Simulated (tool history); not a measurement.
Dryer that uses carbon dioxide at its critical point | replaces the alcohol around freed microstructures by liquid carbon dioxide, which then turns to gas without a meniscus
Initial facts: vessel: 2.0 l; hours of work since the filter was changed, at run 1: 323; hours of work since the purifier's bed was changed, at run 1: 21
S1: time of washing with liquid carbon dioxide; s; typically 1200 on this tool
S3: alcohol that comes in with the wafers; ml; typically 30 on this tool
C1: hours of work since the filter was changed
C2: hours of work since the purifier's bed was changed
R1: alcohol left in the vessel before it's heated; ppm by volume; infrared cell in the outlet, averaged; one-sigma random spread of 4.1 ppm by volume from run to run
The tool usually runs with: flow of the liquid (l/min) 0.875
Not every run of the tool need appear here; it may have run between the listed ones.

{"run": 1, "hour": 0.0, "S1": 1200, "flow of the liquid (l/min)": 0.875, "S3": 30, "C1": 323, "C2": 21, "R1": 12}
{"run": 2, "hour": 31.4, "S1": 1200, "flow of the liquid (l/min)": 0.875, "S3": 30, "C1": 342, "C2": 40, "R1": 14}
{"run": 3, "hour": 62.0, "S1": 1200, "flow of the liquid (l/min)": 0.875, "S3": 30, "C1": 361, "C2": 58, "R1": 18}
{"run": 4, "hour": 93.4, "S1": 1200, "flow of the liquid (l/min)": 0.875, "S3": 30, "C1": 380, "C2": 77, "R1": 14}
{"run": 5, "hour": 116.5, "S1": 1200, "flow of the liquid (l/min)": 0.875, "S3": 30, "C1": 394, "C2": 91, "R1": 22}
{"run": 6, "hour": 159.2, "S1": 1200, "flow of the liquid (l/min)": 0.875, "S3": 30, "C1": 420, "C2": 117, "R1": 19}
{"run": 7, "hour": 181.6, "S1": 1200, "flow of the liquid (l/min)": 0.875, "S3": 30, "C1": 433, "C2": 131, "R1": 23}
{"hour": 197.4, "done": "inlet filter changed"}
{"run": 8, "hour": 216.9, "S1": 1200, "flow of the liquid (l/min)": 0.875, "S3": 30, "C1": 12, "C2": 152, "R1": 18}
{"run": 9, "hour": 245.2, "S1": 1440, "flow of the liquid (l/min)": 0.875, "S3": 30, "C1": 29, "C2": 169, "R1": 16}
{"run": 10, "hour": 277.2, "S1": 1440, "flow of the liquid (l/min)": 0.875, "S3": 30, "C1": 48, "C2": 188, "R1": 18}
{"run": 11, "hour": 298.6, "S1": 1440, "flow of the liquid (l/min)": 0.875, "S3": 30, "C1": 61, "C2": 201, "R1": 16}
{"run": 12, "hour": 322.1, "S1": 1440, "flow of the liquid (l/min)": 0.875, "S3": 30, "C1": 76, "C2": 215, "R1": 23}
{"run": 13, "hour": 347.7, "S1": 1440, "flow of the liquid (l/min)": 1.097, "S3": 30, "C1": 91, "C2": 231, "R1": 18}
{"run": 14, "hour": 374.3, "S1": 1440, "flow of the liquid (l/min)": 1.097, "S3": 30, "C1": 107, "C2": 247, "R1": 23}
{"run": 15, "hour": 397.2, "S1": 1200, "flow of the liquid (l/min)": 0.875, "S3": 30, "C1": 121, "C2": 261, "R1": 23}
{"run": 16, "hour": 430.1, "S1": 1200, "flow of the liquid (l/min)": 0.881, "S3": 30, "C1": 141, "C2": 281, "R1": 25}
{"run": 17, "hour": 462.9, "S1": 1200, "flow of the liquid (l/min)": 0.881, "S3": 30, "C1": 161, "C2": 301, "R1": 34}
{"run": 18, "hour": 499.1, "S1": 1200, "flow of the liquid (l/min)": 0.881, "S3": 30, "C1": 183, "C2": 323, "R1": 34}
{"run": 19, "hour": 521.5, "S1": 1200, "flow of the liquid (l/min)": 0.549, "S3": 30, "C1": 197, "C2": 336, "R1": 163}
{"run": 20, "hour": 543.4, "S1": 1200, "flow of the liquid (l/min)": 0.875, "S3": 25, "C1": 210, "C2": 350, "R1": 38}
{"run": 21, "hour": 570.0, "S1": 1200, "flow of the liquid (l/min)": 0.875, "S3": 30, "C1": 226, "C2": 366, "R1": 28}
{"run": 22, "hour": 587.5, "S1": 1560, "flow of the liquid (l/min)": 0.875, "S3": 30, "C1": 236, "C2": 376, "R1": 30}
{"run": 23, "hour": 609.5, "S1": 1560, "flow of the liquid (l/min)": 0.875, "S3": 30, "C1": 250, "C2": 390, "R1": 32}
{"run": 24, "hour": 634.7, "S1": 1560, "flow of the liquid (l/min)": 0.875, "S3": 30, "C1": 265, "C2": 405, "R1": 41}
{"run": 25, "hour": 659.0, "S1": 1560, "flow of the liquid (l/min)": 0.875, "S3": 30, "C1": 280, "C2": 420, "R1": 36}
{"run": 26, "hour": 701.9, "S1": 1740, "flow of the liquid (l/min)": 0.875, "S3": 30, "C1": 306, "C2": 446, "R1": 41}
{"run": 27, "hour": 732.8, "S1": 1740, "flow of the liquid (l/min)": 0.875, "S3": 30, "C1": 325, "C2": 464, "R1": 40}
{"run": 28, "hour": 759.9, "S1": 1680, "flow of the liquid (l/min)": 0.64, "S3": 59, "C1": 341, "C2": 481, "R1": 54}
{"run": 29, "hour": 777.4, "S1": 1680, "flow of the liquid (l/min)": 0.64, "S3": 59, "C1": 352, "C2": 491, "R1": 53}
{"run": 30, "hour": 803.4, "S1": 1680, "flow of the liquid (l/min)": 0.64, "S3": 59, "C1": 367, "C2": 507, "R1": 52}
{"run": 31, "hour": 832.0, "S1": 1680, "flow of the liquid (l/min)": 0.64, "S3": 59, "C1": 385, "C2": 524, "R1": 59}
{"run": 32, "hour": 855.6, "S1": 900, "flow of the liquid (l/min)": 0.875, "S3": 30, "C1": 399, "C2": 539, "R1": 89}
{"run": 33, "hour": 894.1, "S1": 1800, "flow of the liquid (l/min)": 0.687, "S3": 99, "C1": 422, "C2": 562, "R1": 55}
{"hour": 927.0, "done": "inlet filter changed"}
{"run": 34, "hour": 932.3, "S1": 1800, "flow of the liquid (l/min)": 0.687, "S3": 99, "C1": 3, "C2": 585, "R1": 61}
{"run": 35, "hour": 961.9, "S1": 1260, "flow of the liquid (l/min)": 0.614, "S3": 53, "C1": 21, "C2": 603, "R1": 124}
{"run": 36, "hour": 986.5, "S1": 1260, "flow of the liquid (l/min)": 0.614, "S3": 53, "C1": 36, "C2": 618, "R1": 140}
{"run": 37, "hour": 1008.7, "S1": 1260, "flow of the liquid (l/min)": 0.614, "S3": 53, "C1": 50, "C2": 631, "R1": 133}
{"run": 38, "hour": 1026.7, "S1": 1200, "flow of the liquid (l/min)": 1.415, "S3": 108, "C1": 60, "C2": 642, "R1": 47}
{"run": 39, "hour": 1059.7, "S1": 1080, "flow of the liquid (l/min)": 0.547, "S3": 90, "C1": 80, "C2": 662, "R1": 661}
{"run": 40, "hour": 1096.0, "S1": 1080, "flow of the liquid (l/min)": 0.547, "S3": 90, "C1": 102, "C2": 684, "R1": 664}
{"run": 41, "hour": 1122.6, "S1": 1080, "flow of the liquid (l/min)": 0.547, "S3": 90, "C1": 119, "C2": 700, "R1": 681}
{"run": 42, "hour": 1158.1, "S1": 1080, "flow of the liquid (l/min)": 0.547, "S3": 90, "C1": 140, "C2": 722, "R1": 696}
{"hour": 1192.5, "done": "purifier's bed changed"}
{"run": 43, "hour": 1199.4, "S1": 840, "flow of the liquid (l/min)": 0.585, "S3": 75, "C1": 163, "C2": 4, "R1": 1052}
{"run": 44, "hour": 1220.4, "S1": 1200, "flow of the liquid (l/min)": 0.748, "S3": 103, "C1": 176, "C2": 17, "R1": 76}
{"run": 45, "hour": 1258.3, "S1": 1200, "flow of the liquid (l/min)": 0.748, "S3": 103, "C1": 199, "C2": 40, "R1": 81}
{"run": 46, "hour": 1284.3, "S1": 1200, "flow of the liquid (l/min)": 0.603, "S3": 30, "C1": 215, "C2": 56, "R1": 88}
{"run": 47, "hour": 1321.2, "S1": 1200, "flow of the liquid (l/min)": 0.603, "S3": 30, "C1": 237, "C2": 78, "R1": 92}

Table of differences, measured result less the result of that run with no hidden state. Run-to-run variation is the same in both. Gauge scatter possibly is not:
Hidden state at play: flow that reaches the vessel past the clogged filter, %; alcohol in the recycled carbon dioxide, ppm; drift of the gauge itself on alcohol_ppm, %.
run=1 R1=+4
run=2 R1=+4
run=3 R1=+7
run=4 R1=+8
run=5 R1=+9
run=6 R1=+11
run=7 R1=+12
run=8 R1=+11
run=9 R1=+12
run=10 R1=+13
run=11 R1=+14
run=12 R1=+15
run=13 R1=+15
run=14 R1=+17
run=15 R1=+19
run=16 R1=+20
run=17 R1=+22
run=18 R1=+23
run=19 R1=+39
run=20 R1=+25
run=21 R1=+27
run=22 R1=+26
run=23 R1=+27
run=24 R1=+28
run=25 R1=+30
run=26 R1=+32
run=27 R1=+32
run=28 R1=+39
run=29 R1=+40
run=30 R1=+40
run=31 R1=+42
run=32 R1=+52
run=33 R1=+43
run=34 R1=+41
run=35 R1=+45
run=36 R1=+47
run=37 R1=+50
run=38 R1=+45
run=39 R1=+82
run=40 R1=+91
run=41 R1=+99
run=42 R1=+110
run=43 R1=+90
run=44 R1=+13
run=45 R1=+15
run=46 R1=+17
run=47 R1=+21

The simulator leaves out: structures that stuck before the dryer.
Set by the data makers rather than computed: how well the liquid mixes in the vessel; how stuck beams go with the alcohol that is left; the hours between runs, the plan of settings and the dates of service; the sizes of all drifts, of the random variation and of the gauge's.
